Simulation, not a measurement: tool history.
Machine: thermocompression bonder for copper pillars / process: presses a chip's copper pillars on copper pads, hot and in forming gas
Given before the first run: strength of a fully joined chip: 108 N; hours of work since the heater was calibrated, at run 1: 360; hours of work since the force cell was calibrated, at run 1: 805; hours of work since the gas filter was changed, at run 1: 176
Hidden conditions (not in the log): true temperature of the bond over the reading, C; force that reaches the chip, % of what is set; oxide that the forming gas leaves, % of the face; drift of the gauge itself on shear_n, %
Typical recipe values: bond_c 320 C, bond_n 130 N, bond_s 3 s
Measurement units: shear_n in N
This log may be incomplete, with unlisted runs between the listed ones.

| run | hour | bond_c | bond_n | bond_s | hours of work since the heater was calibrated | hours of work since the force cell was calibrated | hours of work since the gas filter was changed | shear_n |
|---|---|---|---|---|---|---|---|---|
| 1 | 0.0 | 320 | 130 | 3 | 360 | 805 | 176 | 65.8 |
| 2 | 14.5 | 320 | 130 | 3 | 371 | 817 | 187 | 64.2 |
| 3 | 39.1 | 301 | 130 | 3 | 391 | 837 | 207 | 55.9 |
| 4 | 52.1 | 301 | 130 | 3 | 401 | 847 | 217 | 56.2 |
| 5 | 71.3 | 301 | 130 | 3 | 417 | 862 | 233 | 55.5 |
| 6 | 99.8 | 301 | 130 | 3 | 440 | 885 | 255 | 56.4 |
| 7 | 124.2 | 301 | 130 | 3 | 459 | 905 | 275 | 55.0 |
| 8 | 141.4 | 301 | 130 | 3 | 473 | 918 | 289 | 56.6 |
| 9 | 155.8 | 320 | 130 | 3 | 484 | 930 | 300 | 67.1 |
| 10 | 178.0 | 320 | 130 | 3 | 502 | 948 | 318 | 66.8 |
| 11 | 200.9 | 320 | 130 | 4 | 520 | 966 | 336 | 72.3 |
| 12 | 226.4 | 320 | 130 | 4 | 541 | 986 | 357 | 71.8 |
|  | 243.0 | force cell calibrated |
| 13 | 249.0 | 320 | 130 | 3 | 557 | 5 | 373 | 69.1 |
| 14 | 272.6 | 320 | 182 | 3 | 576 | 24 | 392 | 84.2 |
|  | 282.2 | forming gas filter changed |
| 15 | 286.5 | 320 | 130 | 3 | 587 | 34 | 3 | 66.8 |
| 16 | 306.6 | 320 | 130 | 3 | 603 | 50 | 20 | 66.9 |
| 17 | 326.9 | 334 | 130 | 3 | 619 | 67 | 36 | 74.1 |
| 18 | 355.8 | 334 | 131 | 3 | 642 | 90 | 59 | 75.7 |
| 19 | 380.1 | 320 | 130 | 3 | 662 | 109 | 78 | 66.6 |
| 20 | 404.6 | 320 | 130 | 3 | 681 | 129 | 98 | 65.3 |
| 21 | 419.6 | 320 | 130 | 3 | 693 | 141 | 110 | 68.0 |
| 22 | 439.4 | 349 | 130 | 3 | 709 | 157 | 126 | 82.0 |
| 23 | 452.2 | 294 | 130 | 3 | 719 | 167 | 136 | 52.3 |
| 24 | 479.9 | 320 | 151 | 3 | 742 | 189 | 158 | 75.2 |
| 25 | 492.5 | 320 | 151 | 3 | 752 | 199 | 168 | 74.4 |
| 26 | 509.6 | 320 | 101 | 3 | 765 | 213 | 182 | 53.9 |
| 27 | 536.2 | 320 | 107 | 3 | 786 | 234 | 203 | 55.8 |
| 28 | 550.7 | 311 | 107 | 7 | 798 | 245 | 214 | 68.8 |
| 29 | 578.4 | 310 | 107 | 2 | 820 | 267 | 237 | 43.9 |
| 30 | 597.0 | 320 | 130 | 2 | 835 | 282 | 251 | 60.1 |
| 31 | 615.6 | 328 | 90 | 2 | 850 | 297 | 266 | 44.9 |
| 32 | 630.5 | 318 | 90 | 3 | 862 | 309 | 278 | 45.8 |
| 33 | 655.4 | 318 | 90 | 3 | 882 | 329 | 298 | 47.1 |
| 34 | 679.7 | 318 | 90 | 3 | 901 | 348 | 317 | 47.6 |
| 35 | 701.7 | 320 | 81 | 3 | 919 | 366 | 335 | 42.8 |
| 36 | 725.5 | 320 | 81 | 3 | 938 | 385 | 354 | 42.7 |
| 37 | 754.9 | 320 | 81 | 3 | 961 | 408 | 378 | 42.7 |
| 38 | 781.0 | 311 | 179 | 2 | 982 | 429 | 398 | 71.0 |
|  | 782.8 | forming gas filter changed |
| 39 | 796.1 | 298 | 195 | 2 | 994 | 441 | 11 | 68.3 |
| 40 | 808.9 | 298 | 195 | 2 | 1004 | 451 | 21 | 66.7 |
| 41 | 824.9 | 298 | 195 | 2 | 1017 | 464 | 34 | 67.7 |

Across each entry between runs, compare the hidden state at the last listed run before it with the hidden state at the first listed run after it:
Runs 12 to 13: force cell calibrated (hour 243.0)
  force that reaches the chip, % of what is set: 99.8 -> 100; oxide that the forming gas leaves, % of the face: 0.87 -> 0.89
Runs 14 to 15: forming gas filter changed (hour 282.2)
  oxide that the forming gas leaves, % of the face: 0.91 -> 0.5
Runs 38 to 39: forming gas filter changed (hour 782.8)
  oxide that the forming gas leaves, % of the face: 0.92 -> 0.51

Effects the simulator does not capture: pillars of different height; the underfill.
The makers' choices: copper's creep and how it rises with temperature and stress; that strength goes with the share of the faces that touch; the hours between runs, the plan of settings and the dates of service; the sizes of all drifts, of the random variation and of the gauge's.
